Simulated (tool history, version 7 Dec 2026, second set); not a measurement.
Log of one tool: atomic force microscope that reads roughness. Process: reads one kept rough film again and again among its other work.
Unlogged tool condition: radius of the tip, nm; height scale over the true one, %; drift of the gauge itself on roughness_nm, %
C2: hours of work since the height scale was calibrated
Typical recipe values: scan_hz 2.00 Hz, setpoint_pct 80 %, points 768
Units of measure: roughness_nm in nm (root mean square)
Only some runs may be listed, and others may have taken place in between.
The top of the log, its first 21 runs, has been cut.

Run 22, day 7.421: usual settings but scan_hz 1.39 Hz; pictures with this tip 45; C2 35. Result: roughness_nm 1.496 nm (root mean square).
Run 23, day 7.721: usual settings but scan_hz 3.76 Hz, setpoint_pct 62 %, points 373; pictures with this tip 53; C2 40. Result: roughness_nm 1.495 nm (root mean square).
Run 24, day 7.942: usual settings but setpoint_pct 55 %; pictures with this tip 59; C2 43. Result: roughness_nm 1.576 nm (root mean square).
At day 8.108: height scale calibrated on a step standard, once more.
Run 25, day 8.450: usual settings but scan_hz 2.65 Hz, setpoint_pct 69 %, points 844; pictures with this tip 71; C2 5. Result: roughness_nm 1.479 nm (root mean square).
Run 26, day 8.767: usual settings but scan_hz 2.65 Hz, setpoint_pct 69 %, points 844; pictures with this tip 79; C2 10. Result: roughness_nm 1.474 nm (root mean square).
Run 27, day 9.246: usual settings but setpoint_pct 84 %, points 434; pictures with this tip 92; C2 18. Result: roughness_nm 1.385 nm (root mean square).
Run 28, day 9.650: usual settings but scan_hz 3.17 Hz, points 276; pictures with this tip 103; C2 24. Result: roughness_nm 1.308 nm (root mean square).
Run 29, day 10.142: usual settings but scan_hz 3.17 Hz, points 276; pictures with this tip 116; C2 32. Result: roughness_nm 1.306 nm (root mean square).
Run 30, day 10.467: usual settings but scan_hz 3.17 Hz, points 276; pictures with this tip 125; C2 37. Result: roughness_nm 1.303 nm (root mean square).
Run 31, day 10.892: usual settings but scan_hz 3.17 Hz, points 276; pictures with this tip 136; C2 43. Result: roughness_nm 1.296 nm (root mean square).
Run 32, day 11.321: usual settings but scan_hz 3.17 Hz, points 276; pictures with this tip 148; C2 50. Result: roughness_nm 1.295 nm (root mean square).
Run 33, day 11.562: usual settings but scan_hz 3.17 Hz, points 276; pictures with this tip 154; C2 54. Result: roughness_nm 1.294 nm (root mean square).
Run 34, day 11.888: usual settings but scan_hz 3.17 Hz, points 276; pictures with this tip 163; C2 59. Result: roughness_nm 1.288 nm (root mean square).
Run 35, day 12.242: usual settings but scan_hz 1.85 Hz, points 408; pictures with this tip 172; C2 64. Result: roughness_nm 1.409 nm (root mean square).
At day 12.296: new tip fitted.
Run 36, day 12.496: usual settings but scan_hz 0.68 Hz, setpoint_pct 64 %, points 946; pictures with this tip 6; C2 68. Result: roughness_nm 1.619 nm (root mean square).
Run 37, day 12.796: usual settings but scan_hz 0.68 Hz, setpoint_pct 56 %, points 344; pictures with this tip 14; C2 72. Result: roughness_nm 1.620 nm (root mean square).

Branching from run 37: 5 alternative next runs. What would each branch give?
Run A, day 13.000: usual settings but setpoint_pct 79 %; pictures with this tip 19; C2 75. Result: roughness_nm ?.
Run B, day 13.000: usual settings but scan_hz 1.10 Hz, points 908; pictures with this tip 19; C2 75. Result: roughness_nm ?.
Run C, day 13.000: usual settings but scan_hz 2.93 Hz, setpoint_pct 67 %, points 903; pictures with this tip 19; C2 75. Result: roughness_nm ?.
Run D, day 13.000: usual settings but scan_hz 1.01 Hz, setpoint_pct 69 %, points 329; pictures with this tip 19; C2 75. Result: roughness_nm ?.
Run E, day 13.000: usual settings but scan_hz 1.08 Hz, setpoint_pct 60 %, points 643; pictures with this tip 19; C2 75. Result: roughness_nm ?.

run  roughness_nm
  A         1.454
  B         1.528
  C         1.502
  D         1.579
  E         1.610
Had the tool no hidden state, the same runs would have come out as:
run  roughness_nm
  A         1.463
  B         1.537
  C         1.511
  D         1.589
  E         1.620
